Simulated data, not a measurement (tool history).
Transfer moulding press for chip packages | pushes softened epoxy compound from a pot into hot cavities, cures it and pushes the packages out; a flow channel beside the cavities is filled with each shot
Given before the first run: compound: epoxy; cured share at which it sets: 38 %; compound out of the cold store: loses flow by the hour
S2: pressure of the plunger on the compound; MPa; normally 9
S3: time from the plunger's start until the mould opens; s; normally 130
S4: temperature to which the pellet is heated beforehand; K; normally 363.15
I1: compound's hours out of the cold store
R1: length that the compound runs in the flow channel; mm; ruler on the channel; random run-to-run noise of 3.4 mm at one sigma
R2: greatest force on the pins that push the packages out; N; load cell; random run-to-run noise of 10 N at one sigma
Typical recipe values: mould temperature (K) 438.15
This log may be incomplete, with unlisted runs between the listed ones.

run 1 day=0 | mould_temperature_(K)=438.15 S2=9 S3=130 S4=363.15 | I1=16.2 | R1=565 R2=603
run 2 day=1.35 | mould_temperature_(K)=438.15 S2=9 S3=130 S4=363.15 | I1=25.6 | R1=551 R2=698
-- day=1.838 plunger's sealing rings changed
run 3 day=2.971 | mould_temperature_(K)=438.15 S2=9 S3=130 S4=363.15 | I1=27.1 | R1=557 R2=801
run 4 day=4.371 | mould_temperature_(K)=438.15 S2=7.47 S3=130 S4=363.15 | I1=26.4 | R1=508 R2=854
-- day=4.712 cavities cleaned with cleaning compound and waxed
run 5 day=5.925 | mould_temperature_(K)=438.15 S2=9 S3=130 S4=363.15 | I1=27.7 | R1=551 R2=657
run 6 day=7.783 | mould_temperature_(K)=438.15 S2=9 S3=130 S4=363.15 | I1=26.3 | R1=551 R2=799
run 7 day=9.629 | mould_temperature_(K)=433.15 S2=9 S3=130 S4=363.15 | I1=36.1 | R1=547 R2=1189
-- day=10.333 cavities cleaned with cleaning compound and waxed
run 8 day=10.579 | mould_temperature_(K)=433.15 S2=9 S3=130 S4=363.15 | I1=17.1 | R1=574 R2=739
run 9 day=11.696 | mould_temperature_(K)=438.15 S2=9 S3=130 S4=363.15 | I1=9.6 | R1=578 R2=672
run 10 day=12.692 | mould_temperature_(K)=438.15 S2=9 S3=130 S4=363.15 | I1=12.4 | R1=572 R2=770
run 11 day=14.008 | mould_temperature_(K)=438.15 S2=9 S3=130 S4=363.15 | I1=41.4 | R1=521 R2=788
-- day=14.683 plunger's sealing rings changed
run 12 day=15.421 | mould_temperature_(K)=438.15 S2=9 S3=130 S4=363.15 | I1=43.1 | R1=535 R2=871
-- day=16.158 cavities cleaned with cleaning compound and waxed
run 13 day=17.183 | mould_temperature_(K)=438.15 S2=9 S3=130 S4=363.15 | I1=10.2 | R1=587 R2=657
run 14 day=18.121 | mould_temperature_(K)=438.15 S2=9 S3=130 S4=363.15 | I1=39.3 | R1=536 R2=731
run 15 day=19.192 | mould_temperature_(K)=438.15 S2=9 S3=130 S4=363.15 | I1=46.6 | R1=524 R2=782
run 16 day=20.204 | mould_temperature_(K)=438.15 S2=9 S3=130 S4=363.15 | I1=25.6 | R1=555 R2=871
-- day=21.792 cavities cleaned with cleaning compound and waxed
run 17 day=21.896 | mould_temperature_(K)=438.15 S2=9 S3=130 S4=363.15 | I1=39.8 | R1=526 R2=507
run 18 day=22.962 | mould_temperature_(K)=438.15 S2=9 S3=130 S4=363.15 | I1=20 | R1=560 R2=653
run 19 day=24.504 | mould_temperature_(K)=438.15 S2=9 S3=130 S4=363.15 | I1=29.3 | R1=551 R2=791
-- day=24.771 mould's thermocouples calibrated
run 20 day=25.954 | mould_temperature_(K)=438.15 S2=9 S3=130 S4=361.15 | I1=32.1 | R1=539 R2=865
-- day=27.604 plunger's sealing rings changed
-- day=27.667 cavities cleaned with cleaning compound and waxed
run 21 day=27.817 | mould_temperature_(K)=438.15 S2=7.47 S3=169 S4=372.15 | I1=34.3 | R1=501 R2=397
run 22 day=29.225 | mould_temperature_(K)=438.15 S2=9 S3=123 S4=370.15 | I1=25.1 | R1=564 R2=760
run 23 day=31.304 | mould_temperature_(K)=443.15 S2=8.58 S3=139 S4=360.15 | I1=27.8 | R1=545 R2=662
run 24 day=33.175 | mould_temperature_(K)=438.15 S2=10.44 S3=130 S4=363.15 | I1=22.9 | R1=605 R2=939

Expected results for the next run?
-- day=33.338 cavities cleaned with cleaning compound and waxed
run 25 day=34.975 | mould_temperature_(K)=438.15 S2=9 S3=159 S4=363.15 | I1=9.5 | R1=? R2=?

R1: 583 mm
R2: 574 N
The same run, on a tool lacking any hidden state, would have yielded R1 593 mm, R2 393 N.
